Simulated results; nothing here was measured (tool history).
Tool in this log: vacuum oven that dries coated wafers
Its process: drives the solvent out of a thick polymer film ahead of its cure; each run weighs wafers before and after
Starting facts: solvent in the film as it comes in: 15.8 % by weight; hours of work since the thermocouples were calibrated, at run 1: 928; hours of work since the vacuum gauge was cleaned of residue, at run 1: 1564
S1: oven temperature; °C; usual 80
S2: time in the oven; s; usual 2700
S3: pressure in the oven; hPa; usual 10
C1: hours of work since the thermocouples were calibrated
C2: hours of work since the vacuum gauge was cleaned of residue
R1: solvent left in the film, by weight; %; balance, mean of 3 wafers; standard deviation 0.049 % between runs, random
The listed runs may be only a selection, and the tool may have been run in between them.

{"run": 1, "day": 0.0, "S1": 80, "S2": 2700, "S3": 10, "C1": 928, "C2": 1564, "R1": 3.65}
{"run": 2, "day": 2.788, "S1": 80, "S2": 2700, "S3": 10, "C1": 969, "C2": 1605, "R1": 3.53}
{"run": 3, "day": 6.017, "S1": 80, "S2": 2700, "S3": 10, "C1": 1016, "C2": 1653, "R1": 3.7}
{"run": 4, "day": 9.371, "S1": 80, "S2": 2700, "S3": 10, "C1": 1066, "C2": 1702, "R1": 3.62}
{"run": 5, "day": 12.321, "S1": 80, "S2": 2700, "S3": 10, "C1": 1109, "C2": 1746, "R1": 3.56}
{"day": 15.154, "done": "oven's thermocouples calibrated"}
{"run": 6, "day": 15.154, "S1": 80, "S2": 2700, "S3": 10, "C1": 0, "C2": 1786, "R1": 3.87}
{"run": 7, "day": 17.35, "S1": 80, "S2": 2700, "S3": 10, "C1": 32, "C2": 1818, "R1": 3.9}
{"run": 8, "day": 20.529, "S1": 80, "S2": 2700, "S3": 10, "C1": 79, "C2": 1865, "R1": 3.78}
{"run": 9, "day": 22.667, "S1": 80, "S2": 2700, "S3": 10, "C1": 111, "C2": 1897, "R1": 3.76}
{"run": 10, "day": 27.012, "S1": 80, "S2": 2700, "S3": 10, "C1": 175, "C2": 1961, "R1": 3.89}
{"run": 11, "day": 30.412, "S1": 80, "S2": 2700, "S3": 10, "C1": 225, "C2": 2011, "R1": 3.74}
{"run": 12, "day": 32.896, "S1": 85, "S2": 2700, "S3": 10, "C1": 262, "C2": 2048, "R1": 2.77}
{"run": 13, "day": 35.8, "S1": 85, "S2": 2700, "S3": 10, "C1": 304, "C2": 2090, "R1": 2.76}
{"run": 14, "day": 38.638, "S1": 87, "S2": 2580, "S3": 10, "C1": 346, "C2": 2132, "R1": 2.62}
{"run": 15, "day": 42.458, "S1": 79, "S2": 2700, "S3": 10, "C1": 402, "C2": 2189, "R1": 3.87}
{"run": 16, "day": 45.942, "S1": 82, "S2": 2280, "S3": 8.3, "C1": 454, "C2": 2240, "R1": 4.05}
{"run": 17, "day": 49.146, "S1": 82, "S2": 1320, "S3": 10.5, "C1": 501, "C2": 2287, "R1": 6.51}
{"run": 18, "day": 52.679, "S1": 78, "S2": 4200, "S3": 6.4, "C1": 553, "C2": 2339, "R1": 2.29}
{"run": 19, "day": 56.454, "S1": 91, "S2": 4200, "S3": 30.2, "C1": 609, "C2": 2395, "R1": 1.13}
{"run": 20, "day": 60.088, "S1": 91, "S2": 4200, "S3": 30.2, "C1": 662, "C2": 2449, "R1": 1.17}
{"run": 21, "day": 62.9, "S1": 70, "S2": 3660, "S3": 16.5, "C1": 704, "C2": 2490, "R1": 4.7}
{"run": 22, "day": 65.504, "S1": 83, "S2": 2700, "S3": 5.5, "C1": 742, "C2": 2528, "R1": 2.96}
{"run": 23, "day": 69.612, "S1": 83, "S2": 2700, "S3": 5.5, "C1": 803, "C2": 2589, "R1": 2.94}
{"run": 24, "day": 72.646, "S1": 69, "S2": 2700, "S3": 9, "C1": 848, "C2": 2634, "R1": 6.07}
{"run": 25, "day": 75.171, "S1": 69, "S2": 2700, "S3": 9, "C1": 885, "C2": 2671, "R1": 6.03}

Selected run-to-run steps in R1, each split into two signed amounts: the part the tool would show with no hidden state at all (from settings, incoming material and random variation), and the remainder, which goes to the hidden state together with any gauge scatter not common to the measured and the hidden-state-free results:
Hidden conditions of the tool in this case: true wafer temperature over the reading, C; true pressure over the reading, kPa; drift of the gauge itself on solvent_pct, %.
Run 5 -> 6: oven's thermocouples calibrated. R1 +0.31 %: hidden state +0.25, all else +0.06.
Run 17 -> 18: S1 82 -> 78, S2 1320 -> 4200, S3 10.5 -> 6.4. R1 -4.22 %: hidden state +0.05, all else -4.27.
Run 20 -> 21: S1 91 -> 70, S2 4200 -> 3660, S3 30.2 -> 16.5. R1 +3.53 %: hidden state -0.1, all else +3.63.
